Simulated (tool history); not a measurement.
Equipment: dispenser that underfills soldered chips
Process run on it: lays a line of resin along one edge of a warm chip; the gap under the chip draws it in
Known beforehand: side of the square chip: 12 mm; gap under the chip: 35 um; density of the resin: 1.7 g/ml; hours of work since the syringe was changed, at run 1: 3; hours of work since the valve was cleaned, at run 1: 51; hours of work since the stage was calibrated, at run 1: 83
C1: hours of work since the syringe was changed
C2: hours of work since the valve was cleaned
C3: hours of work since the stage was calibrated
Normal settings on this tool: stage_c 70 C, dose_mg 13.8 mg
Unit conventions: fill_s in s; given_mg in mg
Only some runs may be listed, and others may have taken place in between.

{"run": 1, "hour": 0.0, "stage_c": 70, "dose_mg": 13.8, "C1": 3, "C2": 51, "C3": 83, "fill_s": 219.6, "given_mg": 13.39}
{"run": 2, "hour": 5.0, "stage_c": 70, "dose_mg": 13.8, "C1": 6, "C2": 55, "C3": 87, "fill_s": 292, "given_mg": 13.33}
{"run": 3, "hour": 11.3, "stage_c": 76, "dose_mg": 13.8, "C1": 10, "C2": 59, "C3": 91, "fill_s": 345.9, "given_mg": 13.37}
{"hour": 11.9, "done": "new syringe of resin"}
{"run": 4, "hour": 16.4, "stage_c": 76, "dose_mg": 13.8, "C1": 3, "C2": 62, "C3": 94, "fill_s": 180.1, "given_mg": 13.35}
{"run": 5, "hour": 21.5, "stage_c": 76, "dose_mg": 13.8, "C1": 6, "C2": 66, "C3": 97, "fill_s": 248.9, "given_mg": 13.54}
{"hour": 27.8, "done": "new syringe of resin"}
{"run": 6, "hour": 27.9, "stage_c": 76, "dose_mg": 13.8, "C1": 0, "C2": 70, "C3": 101, "fill_s": 142.2, "given_mg": 13.47}
{"run": 7, "hour": 33.4, "stage_c": 70, "dose_mg": 13.7, "C1": 4, "C2": 73, "C3": 105, "fill_s": 243.3, "given_mg": 13.31}
{"run": 8, "hour": 40.1, "stage_c": 62, "dose_mg": 14.9, "C1": 8, "C2": 78, "C3": 110, "fill_s": 466.1, "given_mg": 14.27}
{"hour": 43.7, "done": "new syringe of resin"}
{"run": 9, "hour": 44.8, "stage_c": 83, "dose_mg": 13.8, "C1": 1, "C2": 81, "C3": 113, "fill_s": 118.6, "given_mg": 13.26}

For run 10, what comes out?
{"run": 10, "hour": 49.4, "stage_c": 70, "dose_mg": 13.5, "C1": 4, "C2": 84, "C3": 116, "fill_s": "?", "given_mg": "?"}

fill_s: 236.6 s
given_mg: 13.02 mg
Take away the tool's hidden state, keep the run-to-run variation as it was, and the same run would have given fill_s 167.6 s, given_mg 13.52 mg.
